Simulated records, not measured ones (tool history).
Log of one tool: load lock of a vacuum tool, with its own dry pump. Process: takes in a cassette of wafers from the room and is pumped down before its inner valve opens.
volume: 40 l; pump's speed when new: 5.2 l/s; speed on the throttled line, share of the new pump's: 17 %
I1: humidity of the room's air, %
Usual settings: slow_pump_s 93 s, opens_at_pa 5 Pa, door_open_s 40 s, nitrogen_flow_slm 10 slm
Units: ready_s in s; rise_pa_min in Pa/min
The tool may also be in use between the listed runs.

{"run": 1, "hour": 0.0, "slow_pump_s": 93, "opens_at_pa": 5, "door_open_s": 40, "nitrogen_flow_slm": 10, "I1": 44.4, "ready_s": 155.0, "rise_pa_min": 0.072}
{"run": 2, "hour": 400.5, "slow_pump_s": 93, "opens_at_pa": 5, "door_open_s": 40, "nitrogen_flow_slm": 10, "I1": 43.9, "ready_s": 157.6, "rise_pa_min": 0.076}
{"run": 3, "hour": 716.3, "slow_pump_s": 93, "opens_at_pa": 5, "door_open_s": 40, "nitrogen_flow_slm": 10, "I1": 43.1, "ready_s": 156.6, "rise_pa_min": 0.077}
{"run": 4, "hour": 1225.3, "slow_pump_s": 93, "opens_at_pa": 5, "door_open_s": 40, "nitrogen_flow_slm": 10, "I1": 40.9, "ready_s": 158.7, "rise_pa_min": 0.08}
{"run": 5, "hour": 1719.4, "slow_pump_s": 93, "opens_at_pa": 5, "door_open_s": 40, "nitrogen_flow_slm": 10, "I1": 42.9, "ready_s": 158.0, "rise_pa_min": 0.086}
{"run": 6, "hour": 2159.2, "slow_pump_s": 93, "opens_at_pa": 5, "door_open_s": 40, "nitrogen_flow_slm": 10, "I1": 44.7, "ready_s": 159.9, "rise_pa_min": 0.099}
{"run": 7, "hour": 2623.5, "slow_pump_s": 93, "opens_at_pa": 5, "door_open_s": 40, "nitrogen_flow_slm": 10, "I1": 49.1, "ready_s": 159.7, "rise_pa_min": 0.112}
{"run": 8, "hour": 2888.0, "slow_pump_s": 93, "opens_at_pa": 5, "door_open_s": 40, "nitrogen_flow_slm": 10, "I1": 45.9, "ready_s": 161.0, "rise_pa_min": 0.104}
{"run": 9, "hour": 3238.2, "slow_pump_s": 93, "opens_at_pa": 5, "door_open_s": 40, "nitrogen_flow_slm": 10, "I1": 42.9, "ready_s": 161.3, "rise_pa_min": 0.112}
{"run": 10, "hour": 3605.4, "slow_pump_s": 93, "opens_at_pa": 5, "door_open_s": 40, "nitrogen_flow_slm": 10, "I1": 45.2, "ready_s": 161.7, "rise_pa_min": 0.124}
{"run": 11, "hour": 3906.2, "slow_pump_s": 93, "opens_at_pa": 5, "door_open_s": 40, "nitrogen_flow_slm": 17, "I1": 44.4, "ready_s": 160.8, "rise_pa_min": 0.123}
{"run": 12, "hour": 4174.4, "slow_pump_s": 93, "opens_at_pa": 5, "door_open_s": 40, "nitrogen_flow_slm": 17, "I1": 43.3, "ready_s": 161.8, "rise_pa_min": 0.135}
{"run": 13, "hour": 4559.0, "slow_pump_s": 81, "opens_at_pa": 5, "door_open_s": 40, "nitrogen_flow_slm": 10, "I1": 49.1, "ready_s": 152.2, "rise_pa_min": 0.138}
{"run": 14, "hour": 4842.4, "slow_pump_s": 107, "opens_at_pa": 5, "door_open_s": 40, "nitrogen_flow_slm": 10, "I1": 44.9, "ready_s": 175.4, "rise_pa_min": 0.139}
{"run": 15, "hour": 5315.6, "slow_pump_s": 107, "opens_at_pa": 5, "door_open_s": 40, "nitrogen_flow_slm": 10, "I1": 41.8, "ready_s": 175.5, "rise_pa_min": 0.154}
{"run": 16, "hour": 5899.5, "slow_pump_s": 107, "opens_at_pa": 5, "door_open_s": 40, "nitrogen_flow_slm": 10, "I1": 49.2, "ready_s": 174.9, "rise_pa_min": 0.171}
{"run": 17, "hour": 6457.9, "slow_pump_s": 107, "opens_at_pa": 5, "door_open_s": 40, "nitrogen_flow_slm": 10, "I1": 46.1, "ready_s": 174.8, "rise_pa_min": 0.183}
{"run": 18, "hour": 6814.7, "slow_pump_s": 98, "opens_at_pa": 5, "door_open_s": 40, "nitrogen_flow_slm": 10, "I1": 48.5, "ready_s": 167.1, "rise_pa_min": 0.196}
{"run": 19, "hour": 7198.2, "slow_pump_s": 98, "opens_at_pa": 5, "door_open_s": 40, "nitrogen_flow_slm": 10, "I1": 43.8, "ready_s": 167.5, "rise_pa_min": 0.2}
{"run": 20, "hour": 7769.1, "slow_pump_s": 93, "opens_at_pa": 6, "door_open_s": 205, "nitrogen_flow_slm": 10, "I1": 45.0, "ready_s": 163.2, "rise_pa_min": 0.258}
{"run": 21, "hour": 8319.8, "slow_pump_s": 93, "opens_at_pa": 5, "door_open_s": 119, "nitrogen_flow_slm": 10, "I1": 43.3, "ready_s": 166.4, "rise_pa_min": 0.25}
{"run": 22, "hour": 8906.0, "slow_pump_s": 93, "opens_at_pa": 5, "door_open_s": 119, "nitrogen_flow_slm": 10, "I1": 44.6, "ready_s": 166.6, "rise_pa_min": 0.267}
{"run": 23, "hour": 9202.2, "slow_pump_s": 62, "opens_at_pa": 4, "door_open_s": 45, "nitrogen_flow_slm": 10, "I1": 45.8, "ready_s": 145.9, "rise_pa_min": 0.253}
{"run": 24, "hour": 9524.0, "slow_pump_s": 62, "opens_at_pa": 4, "door_open_s": 45, "nitrogen_flow_slm": 10, "I1": 47.4, "ready_s": 146.6, "rise_pa_min": 0.264}
{"run": 25, "hour": 10016.1, "slow_pump_s": 62, "opens_at_pa": 4, "door_open_s": 45, "nitrogen_flow_slm": 10, "I1": 46.0, "ready_s": 146.8, "rise_pa_min": 0.284}
{"run": 26, "hour": 10330.7, "slow_pump_s": 82, "opens_at_pa": 4, "door_open_s": 161, "nitrogen_flow_slm": 10, "I1": 39.2, "ready_s": 161.7, "rise_pa_min": 0.31}
{"run": 27, "hour": 10626.9, "slow_pump_s": 56, "opens_at_pa": 4, "door_open_s": 105, "nitrogen_flow_slm": 5, "I1": 45.9, "ready_s": 143.2, "rise_pa_min": 0.331}
{"run": 28, "hour": 11204.3, "slow_pump_s": 111, "opens_at_pa": 4, "door_open_s": 117, "nitrogen_flow_slm": 5, "I1": 46.0, "ready_s": 187.8, "rise_pa_min": 0.35}
{"run": 29, "hour": 11768.1, "slow_pump_s": 85, "opens_at_pa": 5, "door_open_s": 75, "nitrogen_flow_slm": 4, "I1": 46.9, "ready_s": 165.1, "rise_pa_min": 0.349}
{"run": 30, "hour": 12222.1, "slow_pump_s": 172, "opens_at_pa": 9, "door_open_s": 101, "nitrogen_flow_slm": 20, "I1": 43.2, "ready_s": 228.6, "rise_pa_min": 0.358}
{"run": 31, "hour": 12542.7, "slow_pump_s": 125, "opens_at_pa": 8, "door_open_s": 130, "nitrogen_flow_slm": 14, "I1": 47.1, "ready_s": 193.4, "rise_pa_min": 0.382}
{"run": 32, "hour": 12978.5, "slow_pump_s": 54, "opens_at_pa": 8, "door_open_s": 40, "nitrogen_flow_slm": 10, "I1": 46.2, "ready_s": 137.4, "rise_pa_min": 0.372}
{"run": 33, "hour": 13366.5, "slow_pump_s": 54, "opens_at_pa": 8, "door_open_s": 40, "nitrogen_flow_slm": 10, "I1": 45.0, "ready_s": 138.1, "rise_pa_min": 0.392}
{"run": 34, "hour": 13733.2, "slow_pump_s": 168, "opens_at_pa": 5, "door_open_s": 40, "nitrogen_flow_slm": 10, "I1": 40.9, "ready_s": 231.7, "rise_pa_min": 0.401}
{"run": 35, "hour": 14190.7, "slow_pump_s": 168, "opens_at_pa": 5, "door_open_s": 40, "nitrogen_flow_slm": 10, "I1": 45.1, "ready_s": 231.8, "rise_pa_min": 0.415}
{"run": 36, "hour": 14699.8, "slow_pump_s": 168, "opens_at_pa": 5, "door_open_s": 40, "nitrogen_flow_slm": 10, "I1": 41.5, "ready_s": 231.8, "rise_pa_min": 0.438}
{"run": 37, "hour": 15178.0, "slow_pump_s": 168, "opens_at_pa": 5, "door_open_s": 40, "nitrogen_flow_slm": 10, "I1": 43.9, "ready_s": 233.2, "rise_pa_min": 0.455}

Some steps in ready_s between neighbouring runs. How much of each would the tool show without its hidden state too (settings, what came in, random variation), and how much is left for the hidden state, with any gauge scatter that isn't in both results?
The hidden state here: pump's speed, % of a new pump's; leak at the door's seal, Pa l/s; drift of the gauge itself on ready_s, %; drift of the gauge itself on rise_pa_min, %.
Run 29 -> 30: slow_pump_s 85 -> 172, opens_at_pa 5 -> 9, door_open_s 75 -> 101, nitrogen_flow_slm 4 -> 20. ready_s +63.5 s: hidden state -5.0, all else +68.5.
Run 31 -> 32: slow_pump_s 125 -> 54, door_open_s 130 -> 40, nitrogen_flow_slm 14 -> 10. ready_s -56.0 s: hidden state +4.0, all else -60.0.
Run 33 -> 34: slow_pump_s 54 -> 168, opens_at_pa 8 -> 5. ready_s +93.6 s: hidden state -4.5, all else +98.1.

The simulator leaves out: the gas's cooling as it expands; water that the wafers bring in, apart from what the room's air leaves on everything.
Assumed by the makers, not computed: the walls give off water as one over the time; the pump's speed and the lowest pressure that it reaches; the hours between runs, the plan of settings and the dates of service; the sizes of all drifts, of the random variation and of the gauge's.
